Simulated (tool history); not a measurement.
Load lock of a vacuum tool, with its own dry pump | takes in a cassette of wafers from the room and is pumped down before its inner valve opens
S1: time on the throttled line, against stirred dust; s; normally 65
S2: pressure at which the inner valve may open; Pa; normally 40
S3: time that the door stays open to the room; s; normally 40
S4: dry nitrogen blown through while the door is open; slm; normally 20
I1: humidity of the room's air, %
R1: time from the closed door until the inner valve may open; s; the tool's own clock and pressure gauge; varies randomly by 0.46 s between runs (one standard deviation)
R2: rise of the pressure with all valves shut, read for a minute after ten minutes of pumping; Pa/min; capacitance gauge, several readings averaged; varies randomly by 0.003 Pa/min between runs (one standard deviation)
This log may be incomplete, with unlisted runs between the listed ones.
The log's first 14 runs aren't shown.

run 15 day=143.288 | S1=65 S2=40 S3=40 S4=20 | I1=45.5 | R1=102.0 R2=0.116
run 16 day=150.538 | S1=65 S2=40 S3=69 S4=20 | I1=43.9 | R1=101.8 R2=0.124
run 17 day=162.462 | S1=109 S2=40 S3=40 S4=20 | I1=44.0 | R1=135.4 R2=0.132
run 18 day=169.012 | S1=65 S2=40 S3=40 S4=20 | I1=44.8 | R1=102.4 R2=0.139
run 19 day=179.667 | S1=65 S2=40 S3=40 S4=20 | I1=45.8 | R1=102.3 R2=0.145
run 20 day=189.929 | S1=41 S2=52 S3=40 S4=20 | I1=42.9 | R1=81.6 R2=0.150
run 21 day=203.638 | S1=39 S2=52 S3=69 S4=20 | I1=47.2 | R1=80.0 R2=0.174
run 22 day=213.171 | S1=39 S2=52 S3=69 S4=20 | I1=42.3 | R1=80.9 R2=0.179
run 23 day=225.717 | S1=63 S2=32 S3=67 S4=28 | I1=46.7 | R1=103.0 R2=0.192
run 24 day=233.583 | S1=63 S2=32 S3=67 S4=28 | I1=42.3 | R1=103.4 R2=0.199
run 25 day=239.571 | S1=54 S2=56 S3=57 S4=30 | I1=44.6 | R1=92.9 R2=0.205
run 26 day=249.575 | S1=54 S2=56 S3=57 S4=30 | I1=40.1 | R1=92.6 R2=0.208
run 27 day=258.725 | S1=65 S2=40 S3=40 S4=29 | I1=41.9 | R1=103.3 R2=0.218
run 28 day=271.208 | S1=59 S2=40 S3=40 S4=5 | I1=45.2 | R1=99.3 R2=0.246
run 29 day=281.012 | S1=49 S2=32 S3=48 S4=5 | I1=40.5 | R1=92.8 R2=0.253
-- day=286.029 door's seal changed, seat wiped
-- day=290.688 dry pump taken out, an overhauled one fitted
run 30 day=290.688 | S1=40 S2=56 S3=139 S4=5 | I1=43.0 | R1=70.2 R2=0.044
run 31 day=304.400 | S1=96 S2=35 S3=39 S4=41 | I1=46.2 | R1=118.8 R2=0.016

Run 32 comes next. What will it give?
run 32 day=312.100 | S1=43 S2=69 S3=189 S4=41 | I1=44.1 | R1=? R2=?

{"run 32": {"R1": 72.3, "R2": 0.033}}
The same run, on a tool lacking any hidden state, would have yielded R1 72.7 s, R2 0.026 Pa/min.
